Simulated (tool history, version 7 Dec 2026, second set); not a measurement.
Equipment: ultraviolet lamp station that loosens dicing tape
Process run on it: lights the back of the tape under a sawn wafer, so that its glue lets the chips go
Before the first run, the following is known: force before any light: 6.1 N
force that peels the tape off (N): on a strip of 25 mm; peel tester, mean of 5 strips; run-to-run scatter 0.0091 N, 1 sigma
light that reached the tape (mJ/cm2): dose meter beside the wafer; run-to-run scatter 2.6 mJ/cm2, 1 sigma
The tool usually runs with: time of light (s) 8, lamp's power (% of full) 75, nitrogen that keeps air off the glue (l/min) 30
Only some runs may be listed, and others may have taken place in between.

run    hour  time of light (s)  lamp's power (% of full)  nitrogen that keeps air off the glue (l/min)  force that peels the tape off (N)  light that reached the tape (mJ/cm2)
  1       0                  8                        75                                            30                              0.397                                   324
  2    41.4                  8                        75                                            30                              0.399                                   321
  3    95.3                  8                        75                                            30                              0.373                                   322
  4   158.3                  8                        86                                            30                              0.318                                   373
  5   239.4                  8                        75                                            30                              0.396                                   321
  6   303.6                  8                        75                                            30                              0.385                                   327
  7   344.1                  8                        75                                            30                              0.401                                   320
  8   409.2                  8                        71                                            30                              0.423                                   308
  9   446.5                  8                        71                                            30                              0.431                                   307
 10   527.4                  7                        71                                            30                              0.496                                   266
 11   569.8                  7                        71                                            30                              0.516                                   270
 12   616.6                  8                        75                                            30                              0.382                                   325
 13   677.7                  8                        75                                            30                              0.366                                   323
      721.8  -- window cleaned of glue's vapour
 14   737.2                  8                        75                                            30                              0.403                                   323
 15     804                  8                        75                                            30                              0.372                                   325
 16   849.3                  8                        75                                            30                               0.39                                   323
 17   888.3                  8                        75                                            30                              0.373                                   318
 18   963.1                  8                        75                                            30                              0.384                                   325
 19  1025.7                  8                        75                                            30                              0.379                                   318
 20  1097.9                  8                        63                                            30                              0.505                                   266
 21  1165.5                  8                        92                                            30                                0.3                                   403
 22  1244.9                 16                        96                                            45                              0.218                                   837
 23  1307.7                  5                        85                                            30                               0.68                                   229
 24  1387.6                  5                        74                                            21                              0.996                                   200
     1444.2  -- window cleaned of glue's vapour
 25  1449.7                  5                        74                                            21                              1.009                                   198
 26  1520.9                  5                        74                                            11                              1.318                                   195
 27  1560.2                  6                        98                                            10                              0.679                                   318
 28  1636.3                  4                        87                                            11                              1.457                                   187
 29  1678.1                 14                        70                                            30                              0.251                                   533
     1707.3  -- lamp changed
 30  1750.2                 14                        70                                            30                              0.238                                   529
 31  1821.6                 14                        70                                            30                              0.241                                   530
 32  1898.1                 14                        70                                            30                              0.239                                   528
 33  1962.1                  8                        86                                            23                              0.348                                   367
 34  2047.7                 12                        72                                            10                              0.362                                   467
 35  2114.6                 15                        94                                            39                              0.235                                   762
     2165.1  -- window cleaned of glue's vapour
 36  2196.3                 15                        94                                            39                              0.229                                   764
 37  2269.4                 11                        85                                            40                              0.249                                   506
 38  2326.9                  7                        75                                            22                              0.531                                   283

4 ways to go on from here, each from the tool as it stands after run 38. What would each give?
  A  2395.9                  9                        75                                            18                                  ?                                     ?
  B  2395.9                  8                        75                                            30                                  ?                                     ?
  C  2395.9                 13                        86                                            57                                  ?                                     ?
  D  2395.9                  5                        74                                            14                                  ?                                     ?

run  force that peels the tape off (N)  light that reached the tape (mJ/cm2)
  A                              0.393                                   363
  B                              0.374                                   327
  C                              0.221                                   605
  D                              1.129                                   199
Take away the tool's hidden state, keep each run's random variation, and the runs would have read:
run  force that peels the tape off (N)  light that reached the tape (mJ/cm2)
  A                              0.391                                   364
  B                              0.373                                   328
  C                              0.221                                   607
  D                              1.125                                   199

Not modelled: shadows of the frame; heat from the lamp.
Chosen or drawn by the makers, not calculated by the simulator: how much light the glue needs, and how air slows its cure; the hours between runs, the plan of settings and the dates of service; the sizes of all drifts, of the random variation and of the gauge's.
